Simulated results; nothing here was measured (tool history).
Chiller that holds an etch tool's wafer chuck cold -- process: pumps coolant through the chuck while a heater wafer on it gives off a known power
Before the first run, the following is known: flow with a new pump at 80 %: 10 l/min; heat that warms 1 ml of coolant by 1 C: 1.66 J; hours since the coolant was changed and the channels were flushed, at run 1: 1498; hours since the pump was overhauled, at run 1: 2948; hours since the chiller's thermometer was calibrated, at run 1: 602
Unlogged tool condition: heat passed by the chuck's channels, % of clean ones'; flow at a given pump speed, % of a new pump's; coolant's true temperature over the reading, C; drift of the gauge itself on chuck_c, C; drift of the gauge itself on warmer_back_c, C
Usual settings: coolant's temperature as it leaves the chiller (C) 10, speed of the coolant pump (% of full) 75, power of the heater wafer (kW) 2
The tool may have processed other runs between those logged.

| run | day | coolant's temperature as it leaves the chiller (C) | speed of the coolant pump (% of full) | power of the heater wafer (kW) | hours since the coolant was changed and the channels were flushed | hours since the pump was overhauled | hours since the chiller's thermometer was calibrated | chuck's temperature once it has settled (C) | how much warmer the coolant comes back (C) |
|---|---|---|---|---|---|---|---|---|---|
| 1 | 0 | 10 | 75 | 2 | 1498 | 2948 | 602 | 24.4 | 7.68 |
| 2 | 3.504 | 10 | 75 | 1.327 | 1582 | 3032 | 686 | 19.4 | 5.14 |
| 3 | 9.996 | 10 | 75 | 2 | 1738 | 3188 | 842 | 24.4 | 7.71 |
| 4 | 13.267 | 10 | 75 | 1.981 | 1816 | 3266 | 920 | 24.2 | 7.64 |
| 5 | 20.254 | 10 | 75 | 2 | 1984 | 3434 | 1088 | 24.2 | 7.69 |
| 6 | 23.162 | 12 | 65 | 1.163 | 2054 | 3504 | 1158 | 21.2 | 5.13 |
| 7 | 28.796 | 16 | 62 | 1.369 | 2189 | 3639 | 1293 | 27.3 | 6.27 |
| 8 | 33.6 | 6 | 84 | 1.303 | 2304 | 3754 | 1408 | 14.7 | 4.5 |
| 9 | 36.792 | 11 | 87 | 2.267 | 2381 | 3831 | 1485 | 25.6 | 7.57 |

The next listed run, before its measurement:
| 10 | 41.567 | 11 | 87 | 2.267 | 2496 | 3945 | 1599 | ? | ? |

chuck's temperature once it has settled (C): 25.7
how much warmer the coolant comes back (C): 7.6
Were there no unlogged condition in the tool, this run, its random variation unchanged, would have produced chuck's temperature once it has settled (C) 25.7, how much warmer the coolant comes back (C) 7.6.
